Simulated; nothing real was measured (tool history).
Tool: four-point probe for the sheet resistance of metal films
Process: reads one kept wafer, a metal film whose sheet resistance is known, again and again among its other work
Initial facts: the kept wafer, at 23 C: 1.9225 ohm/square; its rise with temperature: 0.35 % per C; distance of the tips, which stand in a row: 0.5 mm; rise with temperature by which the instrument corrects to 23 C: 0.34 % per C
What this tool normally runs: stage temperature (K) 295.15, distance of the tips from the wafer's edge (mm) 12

| run | hour | stage temperature (K) | distance of the tips from the wafer's edge (mm) | sheet resistance as the instrument gives it (ohm/square) |
|---|---|---|---|---|
| 1 | 0.0 | 295.15 | 12 | 1.924167 |
| 2 | 35.2 | 295.15 | 12 | 1.923506 |
|  | 50.6 | stage's thermometer calibrated |
| 3 | 60.1 | 295.15 | 12 | 1.923964 |
| 4 | 94.2 | 295.15 | 12 | 1.924430 |
| 5 | 144.2 | 295.15 | 12 | 1.924090 |
| 6 | 200.6 | 295.15 | 12 | 1.923785 |
| 7 | 244.6 | 295.15 | 13 | 1.924299 |
| 8 | 294.9 | 295.15 | 13 | 1.923580 |
| 9 | 332.5 | 295.15 | 13 | 1.923415 |
| 10 | 389.0 | 295.15 | 22 | 1.921972 |
| 11 | 424.4 | 295.15 | 12 | 1.924634 |
| 12 | 452.8 | 295.15 | 23 | 1.922507 |
| 13 | 504.3 | 295.15 | 12 | 1.924444 |
| 14 | 556.4 | 295.15 | 12 | 1.924296 |
| 15 | 582.7 | 295.15 | 12 | 1.923227 |
| 16 | 627.0 | 295.15 | 12 | 1.924143 |
| 17 | 674.2 | 295.15 | 12 | 1.923975 |
| 18 | 707.4 | 295.15 | 12 | 1.923338 |
| 19 | 734.5 | 291.15 | 12 | 1.923363 |
|  | 740.0 | new probe head fitted |
| 20 | 767.8 | 295.15 | 12 | 1.923735 |
| 21 | 817.5 | 305.15 | 12 | 1.925735 |
| 22 | 870.9 | 305.15 | 12 | 1.925640 |
| 23 | 926.9 | 301.15 | 12 | 1.924901 |
| 24 | 953.6 | 301.15 | 52 | 1.922673 |
| 25 | 999.7 | 305.15 | 4 | 1.940001 |
| 26 | 1024.1 | 296.15 | 50 | 1.922978 |
| 27 | 1069.5 | 299.15 | 15 | 1.923656 |
| 28 | 1123.4 | 294.15 | 17 | 1.922309 |
| 29 | 1151.8 | 298.15 | 6 | 1.929932 |
| 30 | 1201.6 | 298.15 | 6 | 1.929598 |
| 31 | 1241.2 | 300.15 | 15 | 1.923547 |
| 32 | 1287.6 | 300.15 | 15 | 1.924238 |
| 33 | 1331.5 | 300.15 | 6 | 1.929924 |
| 34 | 1376.0 | 300.15 | 6 | 1.929951 |
| 35 | 1409.2 | 300.15 | 6 | 1.929560 |
| 36 | 1447.7 | 297.15 | 4 | 1.938968 |
| 37 | 1479.9 | 291.15 | 35 | 1.922311 |
| 38 | 1514.2 | 291.15 | 4 | 1.937775 |
| 39 | 1547.2 | 304.15 | 12 | 1.926074 |
| 40 | 1570.7 | 304.15 | 12 | 1.924879 |
| 41 | 1618.2 | 304.15 | 12 | 1.924591 |
| 42 | 1641.4 | 295.15 | 5 | 1.932576 |
| 43 | 1675.8 | 306.15 | 4 | 1.939679 |
| 44 | 1719.2 | 301.15 | 8 | 1.927082 |
| 45 | 1748.8 | 301.15 | 8 | 1.926532 |

What if the next run were any one of these 4? Each begins from the tool's condition after run 45:
| A | 1774.0 | 294.15 | 9 | ? |
| B | 1774.0 | 303.15 | 67 | ? |
| C | 1774.0 | 302.15 | 13 | ? |
| D | 1774.0 | 304.15 | 48 | ? |

| run | sheet resistance as the instrument gives it (ohm/square) |
|---|---|
| A | 1.924876 |
| B | 1.923200 |
| C | 1.924708 |
| D | 1.923395 |
The same runs, with their run-to-run variation unchanged, on a tool lacking any hidden condition would have given:
| run | sheet resistance as the instrument gives it (ohm/square) |
|---|---|
| A | 1.925103 |
| B | 1.923424 |
| C | 1.924933 |
| D | 1.923619 |
